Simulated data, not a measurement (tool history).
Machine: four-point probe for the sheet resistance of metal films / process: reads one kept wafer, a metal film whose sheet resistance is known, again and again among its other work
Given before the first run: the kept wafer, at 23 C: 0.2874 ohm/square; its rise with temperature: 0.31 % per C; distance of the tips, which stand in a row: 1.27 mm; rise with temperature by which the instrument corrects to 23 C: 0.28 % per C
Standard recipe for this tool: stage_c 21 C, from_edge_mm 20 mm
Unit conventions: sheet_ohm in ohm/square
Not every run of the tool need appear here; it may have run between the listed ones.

Run 1, hour 0.0: usual settings. Result: sheet_ohm 0.287348 ohm/square.
Run 2, hour 30.7: usual settings. Result: sheet_ohm 0.287283 ohm/square.
Run 3, hour 49.6: usual settings. Result: sheet_ohm 0.287345 ohm/square.
Run 4, hour 70.9: usual settings. Result: sheet_ohm 0.287305 ohm/square.
Run 5, hour 99.5: usual settings but stage_c 26 C. Result: sheet_ohm 0.287610 ohm/square.
Run 6, hour 125.8: usual settings. Result: sheet_ohm 0.287196 ohm/square.
Run 7, hour 158.5: usual settings. Result: sheet_ohm 0.287221 ohm/square.
Run 8, hour 184.2: usual settings but stage_c 34 C. Result: sheet_ohm 0.288227 ohm/square.
Run 9, hour 201.5: usual settings but stage_c 34 C. Result: sheet_ohm 0.288069 ohm/square.
Run 10, hour 233.6: usual settings but stage_c 22 C. Result: sheet_ohm 0.287143 ohm/square.
Run 11, hour 268.2: usual settings. Result: sheet_ohm 0.287023 ohm/square.
Run 12, hour 282.3: usual settings. Result: sheet_ohm 0.286925 ohm/square.
Run 13, hour 306.2: usual settings but stage_c 29 C. Result: sheet_ohm 0.287658 ohm/square.
Run 14, hour 329.9: usual settings. Result: sheet_ohm 0.286868 ohm/square.
Run 15, hour 363.5: usual settings but stage_c 32 C, from_edge_mm 33 mm. Result: sheet_ohm 0.287362 ohm/square.
Run 16, hour 397.7: usual settings but stage_c 32 C, from_edge_mm 33 mm. Result: sheet_ohm 0.287310 ohm/square.
Run 17, hour 418.2: usual settings but stage_c 22 C, from_edge_mm 12 mm. Result: sheet_ohm 0.287921 ohm/square.
Run 18, hour 441.9: usual settings but stage_c 22 C, from_edge_mm 12 mm. Result: sheet_ohm 0.287990 ohm/square.
Run 19, hour 472.3: usual settings but stage_c 25 C, from_edge_mm 53 mm. Result: sheet_ohm 0.286519 ohm/square.
Run 20, hour 491.8: usual settings but stage_c 25 C, from_edge_mm 30 mm. Result: sheet_ohm 0.286736 ohm/square.
Run 21, hour 516.2: usual settings but stage_c 28 C, from_edge_mm 31 mm. Result: sheet_ohm 0.286934 ohm/square.
Run 22, hour 534.9: usual settings but stage_c 31 C, from_edge_mm 13 mm. Result: sheet_ohm 0.288274 ohm/square.
Run 23, hour 550.2: usual settings but stage_c 19 C, from_edge_mm 6 mm. Result: sheet_ohm 0.292499 ohm/square.
Run 24, hour 568.9: usual settings but stage_c 31 C, from_edge_mm 8 mm. Result: sheet_ohm 0.290530 ohm/square.
Run 25, hour 593.4: usual settings but stage_c 31 C, from_edge_mm 51 mm. Result: sheet_ohm 0.286870 ohm/square.
Run 26, hour 627.3: usual settings but stage_c 19 C, from_edge_mm 6 mm. Result: sheet_ohm 0.292470 ohm/square.
Run 27, hour 646.4: usual settings but stage_c 20 C, from_edge_mm 49 mm. Result: sheet_ohm 0.285921 ohm/square.

Forecast each of these 5 alternatives for the next run:
Run A, hour 662.1: usual settings but stage_c 23 C, from_edge_mm 4 mm. Result: sheet_ohm ?.
Run B, hour 662.1: usual settings but stage_c 32 C, from_edge_mm 49 mm. Result: sheet_ohm ?.
Run C, hour 662.1: usual settings but stage_c 34 C, from_edge_mm 69 mm. Result: sheet_ohm ?.
Run D, hour 662.1: usual settings but stage_c 30 C, from_edge_mm 5 mm. Result: sheet_ohm ?.
Run E, hour 662.1: usual settings but stage_c 20 C. Result: sheet_ohm ?.

run  sheet_ohm
  A   0.300697
  B   0.286904
  C   0.286915
  D   0.296127
  E   0.286401
With no hidden state in the tool, these same runs would have given:
run  sheet_ohm
  A   0.302198
  B   0.288337
  C   0.288347
  D   0.297603
  E   0.287837
